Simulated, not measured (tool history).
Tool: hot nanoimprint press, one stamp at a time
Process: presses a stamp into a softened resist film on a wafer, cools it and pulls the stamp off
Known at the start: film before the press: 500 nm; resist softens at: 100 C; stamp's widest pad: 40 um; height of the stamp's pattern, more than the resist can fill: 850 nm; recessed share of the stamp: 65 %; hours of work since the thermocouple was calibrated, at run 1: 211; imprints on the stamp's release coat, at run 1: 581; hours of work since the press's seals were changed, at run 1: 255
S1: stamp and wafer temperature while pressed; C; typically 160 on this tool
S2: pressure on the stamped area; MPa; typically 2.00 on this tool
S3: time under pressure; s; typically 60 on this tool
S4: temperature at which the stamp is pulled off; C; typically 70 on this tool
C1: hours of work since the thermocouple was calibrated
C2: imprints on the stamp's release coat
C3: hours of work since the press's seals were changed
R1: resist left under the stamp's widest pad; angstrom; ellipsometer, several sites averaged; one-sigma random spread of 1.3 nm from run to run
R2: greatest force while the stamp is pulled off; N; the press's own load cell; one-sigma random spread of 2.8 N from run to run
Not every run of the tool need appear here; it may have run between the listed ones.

{"run": 1, "hour": 0.0, "S1": 160, "S2": 2.0, "S3": 60, "S4": 70, "C1": 211, "C2": 581, "C3": 255, "R1": 2024, "R2": 160}
{"run": 2, "hour": 18.7, "S1": 160, "S2": 2.0, "S3": 60, "S4": 70, "C1": 221, "C2": 620, "C3": 264, "R1": 2056, "R2": 149}
{"run": 3, "hour": 41.6, "S1": 160, "S2": 2.0, "S3": 60, "S4": 70, "C1": 232, "C2": 667, "C3": 276, "R1": 2037, "R2": 154}
{"run": 4, "hour": 65.5, "S1": 160, "S2": 2.0, "S3": 53, "S4": 70, "C1": 244, "C2": 717, "C3": 288, "R1": 2150, "R2": 156}
{"run": 5, "hour": 88.0, "S1": 160, "S2": 2.0, "S3": 60, "S4": 70, "C1": 255, "C2": 764, "C3": 299, "R1": 2054, "R2": 156}
{"run": 6, "hour": 101.3, "S1": 160, "S2": 2.0, "S3": 60, "S4": 70, "C1": 262, "C2": 792, "C3": 305, "R1": 2066, "R2": 157}
{"run": 7, "hour": 125.2, "S1": 160, "S2": 2.0, "S3": 60, "S4": 70, "C1": 273, "C2": 841, "C3": 317, "R1": 2084, "R2": 154}
{"run": 8, "hour": 149.7, "S1": 160, "S2": 2.0, "S3": 60, "S4": 70, "C1": 286, "C2": 892, "C3": 329, "R1": 2091, "R2": 163}
{"run": 9, "hour": 163.0, "S1": 160, "S2": 2.0, "S3": 60, "S4": 70, "C1": 292, "C2": 920, "C3": 336, "R1": 2082, "R2": 161}
{"run": 10, "hour": 174.0, "S1": 160, "S2": 2.0, "S3": 60, "S4": 70, "C1": 298, "C2": 943, "C3": 341, "R1": 2093, "R2": 166}
{"run": 11, "hour": 184.7, "S1": 160, "S2": 2.0, "S3": 60, "S4": 70, "C1": 303, "C2": 965, "C3": 347, "R1": 2108, "R2": 166}
{"run": 12, "hour": 201.5, "S1": 160, "S2": 2.0, "S3": 60, "S4": 70, "C1": 311, "C2": 1000, "C3": 355, "R1": 2077, "R2": 166}
{"run": 13, "hour": 220.6, "S1": 160, "S2": 2.0, "S3": 40, "S4": 70, "C1": 321, "C2": 1040, "C3": 364, "R1": 2424, "R2": 165}
{"hour": 241.7, "done": "plate thermocouple calibrated"}
{"run": 14, "hour": 248.0, "S1": 160, "S2": 2.0, "S3": 51, "S4": 70, "C1": 3, "C2": 1091, "C3": 377, "R1": 2047, "R2": 159}
{"run": 15, "hour": 273.5, "S1": 160, "S2": 2.0, "S3": 51, "S4": 70, "C1": 16, "C2": 1144, "C3": 389, "R1": 2022, "R2": 168}
{"run": 16, "hour": 293.5, "S1": 160, "S2": 2.0, "S3": 51, "S4": 70, "C1": 26, "C2": 1185, "C3": 399, "R1": 2049, "R2": 173}
{"run": 17, "hour": 304.6, "S1": 149, "S2": 1.26, "S3": 51, "S4": 70, "C1": 31, "C2": 1208, "C3": 405, "R1": 3771, "R2": 167}
{"run": 18, "hour": 321.5, "S1": 149, "S2": 1.26, "S3": 51, "S4": 70, "C1": 40, "C2": 1244, "C3": 413, "R1": 3738, "R2": 163}
{"run": 19, "hour": 347.5, "S1": 160, "S2": 1.26, "S3": 51, "S4": 66, "C1": 53, "C2": 1298, "C3": 426, "R1": 2598, "R2": 186}
{"run": 20, "hour": 374.0, "S1": 160, "S2": 2.0, "S3": 102, "S4": 56, "C1": 66, "C2": 1353, "C3": 439, "R1": 1591, "R2": 220}
{"run": 21, "hour": 385.6, "S1": 160, "S2": 2.0, "S3": 102, "S4": 56, "C1": 71, "C2": 1377, "C3": 445, "R1": 1585, "R2": 214}
{"run": 22, "hour": 403.1, "S1": 160, "S2": 2.0, "S3": 102, "S4": 56, "C1": 80, "C2": 1413, "C3": 454, "R1": 1597, "R2": 218}
{"run": 23, "hour": 424.5, "S1": 160, "S2": 2.0, "S3": 102, "S4": 56, "C1": 91, "C2": 1458, "C3": 464, "R1": 1597, "R2": 227}
{"run": 24, "hour": 448.4, "S1": 159, "S2": 2.69, "S3": 31, "S4": 56, "C1": 103, "C2": 1508, "C3": 476, "R1": 2216, "R2": 224}
{"run": 25, "hour": 459.9, "S1": 151, "S2": 1.25, "S3": 60, "S4": 72, "C1": 108, "C2": 1531, "C3": 482, "R1": 3477, "R2": 173}
{"run": 26, "hour": 472.8, "S1": 151, "S2": 1.64, "S3": 92, "S4": 72, "C1": 115, "C2": 1558, "C3": 488, "R1": 2801, "R2": 176}
{"run": 27, "hour": 490.7, "S1": 151, "S2": 1.64, "S3": 92, "S4": 72, "C1": 124, "C2": 1596, "C3": 497, "R1": 2788, "R2": 183}
{"run": 28, "hour": 517.3, "S1": 151, "S2": 2.35, "S3": 92, "S4": 63, "C1": 137, "C2": 1651, "C3": 510, "R1": 2327, "R2": 200}
{"run": 29, "hour": 532.5, "S1": 151, "S2": 2.35, "S3": 92, "S4": 63, "C1": 144, "C2": 1683, "C3": 518, "R1": 2341, "R2": 212}

For each run, the measured value with the value that run would have given without the tool's hidden condition subtracted. The run-to-run variation is shared by both, the gauge scatter possibly not:
The hidden state here: true temperature over the reading, C; pressure that arrives at the usual setting, %; grip of the stamp's worn release coat, % over a new coat's; drift of the gauge itself on residual_nm, %; drift of the gauge itself on pull_off_n, %.
run=1 R1=+97 R2=+22
run=2 R1=+103 R2=+22
run=3 R1=+106 R2=+24
run=4 R1=+116 R2=+25
run=5 R1=+118 R2=+27
run=6 R1=+121 R2=+28
run=7 R1=+128 R2=+29
run=8 R1=+133 R2=+32
run=9 R1=+134 R2=+33
run=10 R1=+138 R2=+34
run=11 R1=+141 R2=+35
run=12 R1=+143 R2=+36
run=13 R1=+164 R2=+37
run=14 R1=-27 R2=+33
run=15 R1=-20 R2=+36
run=16 R1=-17 R2=+38
run=17 R1=-19 R2=+37
run=18 R1=-15 R2=+37
run=19 R1=-7 R2=+44
run=20 R1=+1 R2=+54
run=21 R1=+3 R2=+53
run=22 R1=+7 R2=+55
run=23 R1=+10 R2=+59
run=24 R1=+20 R2=+61
run=25 R1=+24 R2=+47
run=26 R1=+30 R2=+49
run=27 R1=+34 R2=+52
run=28 R1=+41 R2=+58
run=29 R1=+45 R2=+63
